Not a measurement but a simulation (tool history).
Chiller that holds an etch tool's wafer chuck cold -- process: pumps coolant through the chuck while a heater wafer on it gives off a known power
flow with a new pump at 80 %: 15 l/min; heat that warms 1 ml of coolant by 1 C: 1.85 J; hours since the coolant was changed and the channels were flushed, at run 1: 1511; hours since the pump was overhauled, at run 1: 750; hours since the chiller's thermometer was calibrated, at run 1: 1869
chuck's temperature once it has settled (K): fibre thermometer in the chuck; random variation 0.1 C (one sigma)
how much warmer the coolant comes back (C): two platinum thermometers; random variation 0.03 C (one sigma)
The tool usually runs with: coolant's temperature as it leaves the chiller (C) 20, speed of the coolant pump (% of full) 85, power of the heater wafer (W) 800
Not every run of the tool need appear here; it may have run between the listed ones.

| run | hour | coolant's temperature as it leaves the chiller (C) | speed of the coolant pump (% of full) | power of the heater wafer (W) | hours since the coolant was changed and the channels were flushed | hours since the pump was overhauled | hours since the chiller's thermometer was calibrated | chuck's temperature once it has settled (K) | how much warmer the coolant comes back (C) |
|---|---|---|---|---|---|---|---|---|---|
| 1 | 0.0 | 20 | 85 | 800 | 1511 | 750 | 1869 | 299.55 | 1.65 |
| 2 | 18.6 | 20 | 85 | 800 | 1529 | 769 | 1888 | 299.65 | 1.61 |
| 3 | 46.5 | 20 | 85 | 800 | 1557 | 797 | 1916 | 299.45 | 1.63 |
| 4 | 65.1 | 20 | 85 | 800 | 1576 | 815 | 1934 | 299.65 | 1.66 |
| 5 | 88.9 | 20 | 85 | 800 | 1600 | 839 | 1958 | 299.55 | 1.67 |
| 6 | 119.7 | 20 | 85 | 656 | 1631 | 870 | 1989 | 298.45 | 1.38 |
| 7 | 135.2 | 29 | 85 | 800 | 1646 | 885 | 2004 | 308.55 | 1.61 |
| 8 | 151.5 | 20 | 66 | 800 | 1662 | 901 | 2020 | 300.25 | 2.11 |
| 9 | 176.9 | 20 | 66 | 800 | 1688 | 927 | 2046 | 300.45 | 2.13 |
| 10 | 199.5 | 20 | 66 | 851 | 1710 | 949 | 2069 | 300.85 | 2.25 |
| 11 | 214.8 | 20 | 66 | 851 | 1726 | 965 | 2084 | 300.75 | 2.20 |
| 12 | 232.1 | 20 | 66 | 851 | 1743 | 982 | 2101 | 300.95 | 2.24 |
| 13 | 253.8 | 13 | 85 | 800 | 1765 | 1004 | 2123 | 292.55 | 1.64 |
| 14 | 272.7 | 13 | 85 | 800 | 1784 | 1023 | 2142 | 292.65 | 1.66 |
| 15 | 305.6 | 13 | 85 | 800 | 1817 | 1056 | 2175 | 292.45 | 1.63 |
| 16 | 324.9 | 13 | 85 | 800 | 1836 | 1075 | 2194 | 292.55 | 1.67 |
| 17 | 358.1 | 13 | 85 | 800 | 1869 | 1108 | 2227 | 292.65 | 1.60 |
| 18 | 372.3 | 13 | 85 | 800 | 1883 | 1122 | 2241 | 292.65 | 1.58 |
| 19 | 387.6 | 17 | 83 | 800 | 1899 | 1138 | 2257 | 296.55 | 1.62 |
| 20 | 410.9 | 17 | 83 | 800 | 1922 | 1161 | 2280 | 296.65 | 1.65 |
| 21 | 442.0 | 16 | 69 | 728 | 1953 | 1192 | 2311 | 295.55 | 1.84 |
| 22 | 456.6 | 16 | 69 | 728 | 1968 | 1207 | 2326 | 295.55 | 1.82 |
| 23 | 479.9 | 16 | 69 | 728 | 1991 | 1230 | 2349 | 295.45 | 1.82 |
| 24 | 502.1 | 20 | 79 | 639 | 2013 | 1252 | 2371 | 298.55 | 1.37 |
| 25 | 516.0 | 20 | 96 | 1127 | 2027 | 1266 | 2385 | 301.45 | 2.03 |
| 26 | 535.6 | 29 | 91 | 642 | 2046 | 1286 | 2405 | 307.05 | 1.21 |
| 27 | 567.8 | 28 | 85 | 1008 | 2079 | 1318 | 2437 | 309.15 | 2.06 |
| 28 | 592.7 | 25 | 82 | 514 | 2104 | 1343 | 2462 | 302.25 | 1.09 |
| 29 | 611.4 | 23 | 85 | 800 | 2122 | 1361 | 2480 | 302.65 | 1.61 |
| 30 | 637.8 | 25 | 85 | 740 | 2149 | 1388 | 2507 | 304.15 | 1.48 |

Each row is a separate what-if for the run after 30, all from the same tool condition, not one after another. Results?
| A | 665.5 | 17 | 69 | 509 | 2176 | 1415 | 2534 | ? | ? |
| B | 665.5 | 20 | 67 | 800 | 2176 | 1415 | 2534 | ? | ? |
| C | 665.5 | 25 | 85 | 800 | 2176 | 1415 | 2534 | ? | ? |

| run | chuck's temperature once it has settled (K) | how much warmer the coolant comes back (C) |
|---|---|---|
| A | 294.75 | 1.28 |
| B | 300.55 | 2.02 |
| C | 304.65 | 1.64 |
Stripped of hidden state, with their random variation kept, the same runs would have yielded:
| run | chuck's temperature once it has settled (K) | how much warmer the coolant comes back (C) |
|---|---|---|
| A | 294.75 | 1.28 |
| B | 300.55 | 2.02 |
| C | 304.65 | 1.64 |

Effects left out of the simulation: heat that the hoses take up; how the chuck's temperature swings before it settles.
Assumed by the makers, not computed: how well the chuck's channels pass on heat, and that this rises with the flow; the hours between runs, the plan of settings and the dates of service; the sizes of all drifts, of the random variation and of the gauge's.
